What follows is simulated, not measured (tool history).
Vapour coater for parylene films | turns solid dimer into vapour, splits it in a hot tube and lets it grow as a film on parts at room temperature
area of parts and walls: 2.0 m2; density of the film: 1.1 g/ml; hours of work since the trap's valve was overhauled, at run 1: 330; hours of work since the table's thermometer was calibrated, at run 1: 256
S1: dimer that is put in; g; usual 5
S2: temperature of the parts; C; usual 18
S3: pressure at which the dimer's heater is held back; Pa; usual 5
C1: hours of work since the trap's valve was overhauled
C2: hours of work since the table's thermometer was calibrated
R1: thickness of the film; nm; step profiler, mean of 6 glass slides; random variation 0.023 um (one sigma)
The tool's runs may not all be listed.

run,hour,S1,S2,S3,C1,C2,R1
1,0,5,18,5,330,256,1370
2,47.2,5,18,5,372,298,1350
3,115.1,5,18,5,432,359,1360
4,187.1,5,18,5,496,422,1330
# hour 257.7: trap's valve overhauled
5,264.8,5,18,5,6,488,1200
6,319,3,18,5,54,536,670
7,355.9,3,18,5,87,569,730
8,424.2,5,18,5,148,630,1130
9,502.3,5,18,5,217,699,1090
10,569,5,18,5,277,758,1080
# hour 617.8: trap's valve overhauled, once more
11,646.5,2,18,2.98,25,824,640
12,692,2,18,2.98,66,864,680
13,729.2,2,18,2.98,99,897,630
14,795,2,18,2.98,158,956,670
15,835.9,5,14,3.9,194,992,1670
16,896.8,5,14,8.15,248,1046,1410
17,965.5,3,18,5.1,309,1107,830
18,1019.5,7,24,11.52,357,1155,1300
19,1093.5,7,24,11.52,423,1221,1300

Measured less the same run without the tool's hidden state. The same run-to-run variation is in both; the gauge's scatter may not be:
The hidden state here: vapour lost through the trap's worn valve, %; true temperature of the parts over the reading, C; drift of the gauge itself on film_um, %.
run,R1
1,-130
2,-140
3,-170
4,-180
5,-310
6,-200
7,-210
8,-360
9,-390
10,-400
11,-20
12,-20
13,-30
14,-30
15,-110
16,-110
17,-90
18,-150
19,-170
